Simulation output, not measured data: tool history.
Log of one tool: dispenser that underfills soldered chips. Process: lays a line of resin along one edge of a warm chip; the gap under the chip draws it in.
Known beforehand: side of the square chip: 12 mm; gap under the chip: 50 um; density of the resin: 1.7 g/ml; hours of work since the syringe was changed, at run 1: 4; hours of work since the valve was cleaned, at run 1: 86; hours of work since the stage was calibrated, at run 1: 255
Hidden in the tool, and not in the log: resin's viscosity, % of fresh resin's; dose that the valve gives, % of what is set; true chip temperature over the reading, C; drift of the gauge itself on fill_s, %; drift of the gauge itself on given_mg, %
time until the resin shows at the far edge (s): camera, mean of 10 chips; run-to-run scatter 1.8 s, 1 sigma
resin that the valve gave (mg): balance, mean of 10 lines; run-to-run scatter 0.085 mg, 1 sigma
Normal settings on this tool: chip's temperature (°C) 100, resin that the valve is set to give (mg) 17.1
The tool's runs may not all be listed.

run,hour,chip's temperature (°C),resin that the valve is set to give (mg),hours of work since the syringe was changed,hours of work since the valve was cleaned,hours of work since the stage was calibrated,time until the resin shows at the far edge (s),resin that the valve gave (mg)
1,0,100,17.1,4,86,255,228.9,15.98
# hour 3: new syringe of resin
2,4.8,95,17.1,1,89,258,250.1,16.21
# hour 11.8: new syringe of resin
3,15.3,95,17.1,2,95,265,275.2,15.89
# hour 20.8: new syringe of resin
4,21.7,101,17.1,1,99,269,191.1,16.01
5,27.2,100,17.8,4,103,272,235.7,16.4
# hour 29.9: new syringe of resin
6,37.5,100,20.7,5,109,279,240.5,19.18
# hour 39: new syringe of resin
7,46.3,111,17.1,5,115,284,152.2,15.71
# hour 48: new syringe of resin
8,53.8,100,17.1,4,120,289,235.9,15.83
# hour 56.5: new syringe of resin
# hour 59.6: dispensing valve cleaned and set on the balance
9,65.3,96,17.1,5,4,296,308.8,17
# hour 66.1: new syringe of resin
# hour 74.6: new syringe of resin
10,76.3,100,17.1,1,10,303,209.1,16.99
11,82.2,100,17.1,5,14,306,247.7,17

For run 12, what comes out?
# hour 83.3: new syringe of resin
# hour 92.2: new syringe of resin
12,92.6,100,17.1,0,21,313,?,?

time until the resin shows at the far edge (s): 199.2
resin that the valve gave (mg): 16.79
Minus the tool's unlogged condition, the same run would have read time until the resin shows at the far edge (s) 180.9, resin that the valve gave (mg) 17.04.

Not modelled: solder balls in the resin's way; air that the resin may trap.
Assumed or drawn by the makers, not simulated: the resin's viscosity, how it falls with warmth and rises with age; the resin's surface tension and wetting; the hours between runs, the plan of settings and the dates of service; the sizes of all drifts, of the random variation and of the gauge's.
